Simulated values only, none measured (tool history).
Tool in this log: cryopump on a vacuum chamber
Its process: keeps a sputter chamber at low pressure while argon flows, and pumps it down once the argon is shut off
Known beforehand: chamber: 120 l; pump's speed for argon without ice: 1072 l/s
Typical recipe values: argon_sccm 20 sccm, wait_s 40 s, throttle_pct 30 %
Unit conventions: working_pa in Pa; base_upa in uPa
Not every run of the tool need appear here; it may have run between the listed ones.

Run 1, hour 0: usual settings. Result: working_pa 0.1089 Pa, base_upa 3.28 uPa.
Run 2, hour 61: usual settings. Result: working_pa 0.1097 Pa, base_upa 3.39 uPa.
At hour 121.4: leaking fittings of the chamber tightened, without venting.
Run 3, hour 144: usual settings. Result: working_pa 0.1123 Pa, base_upa 2.18 uPa.
Run 4, hour 190: usual settings but throttle_pct 58 %. Result: working_pa 0.0621 Pa, base_upa 2.18 uPa.
Run 5, hour 233.6: usual settings but throttle_pct 58 %. Result: working_pa 0.0626 Pa, base_upa 2.28 uPa.
Run 6, hour 269.1: usual settings but argon_sccm 28 sccm. Result: working_pa 0.1622 Pa, base_upa 2.28 uPa.
Run 7, hour 310.5: usual settings but argon_sccm 28 sccm. Result: working_pa 0.1629 Pa, base_upa 2.3 uPa.
Run 8, hour 364.7: usual settings but argon_sccm 28 sccm, wait_s 277 s. Result: working_pa 0.1648 Pa, base_upa 0.75 uPa.
At hour 401: pump warmed up, emptied and cooled again.
Run 9, hour 405: usual settings but argon_sccm 28 sccm, wait_s 277 s. Result: working_pa 0.1498 Pa, base_upa 0.64 uPa.
Run 10, hour 446.6: usual settings but argon_sccm 28 sccm, wait_s 277 s. Result: working_pa 0.1504 Pa, base_upa 0.61 uPa.
Run 11, hour 481.1: usual settings but argon_sccm 28 sccm, wait_s 277 s. Result: working_pa 0.1502 Pa, base_upa 0.69 uPa.
Run 12, hour 563.9: usual settings but argon_sccm 28 sccm, wait_s 277 s. Result: working_pa 0.1516 Pa, base_upa 0.71 uPa.
Run 13, hour 631.5: usual settings but argon_sccm 28 sccm, wait_s 277 s. Result: working_pa 0.1548 Pa, base_upa 0.76 uPa.
Run 14, hour 684.3: usual settings but throttle_pct 40 %. Result: working_pa 0.0848 Pa, base_upa 2.3 uPa.
Run 15, hour 739: usual settings but argon_sccm 12 sccm, throttle_pct 40 %. Result: working_pa 0.0513 Pa, base_upa 2.39 uPa.
Run 16, hour 803.4: usual settings but wait_s 28 s, throttle_pct 32 %. Result: working_pa 0.1071 Pa, base_upa 3.17 uPa.
Run 17, hour 862.2: usual settings but wait_s 28 s, throttle_pct 32 %. Result: working_pa 0.1097 Pa, base_upa 3.27 uPa.
Run 18, hour 945.4: usual settings but argon_sccm 8 sccm, wait_s 28 s, throttle_pct 32 %. Result: working_pa 0.0444 Pa, base_upa 3.36 uPa.

Run 19 has not been measured yet. What should we expect?
Run 19, hour 991.4: usual settings but argon_sccm 8 sccm, wait_s 28 s, throttle_pct 32 %. Result: working_pa ?, base_upa ?.

working_pa: 0.0448 Pa
base_upa: 3.35 uPa
Minus the tool's unlogged condition, the same run would have read working_pa 0.039 Pa, base_upa 2.89 uPa.

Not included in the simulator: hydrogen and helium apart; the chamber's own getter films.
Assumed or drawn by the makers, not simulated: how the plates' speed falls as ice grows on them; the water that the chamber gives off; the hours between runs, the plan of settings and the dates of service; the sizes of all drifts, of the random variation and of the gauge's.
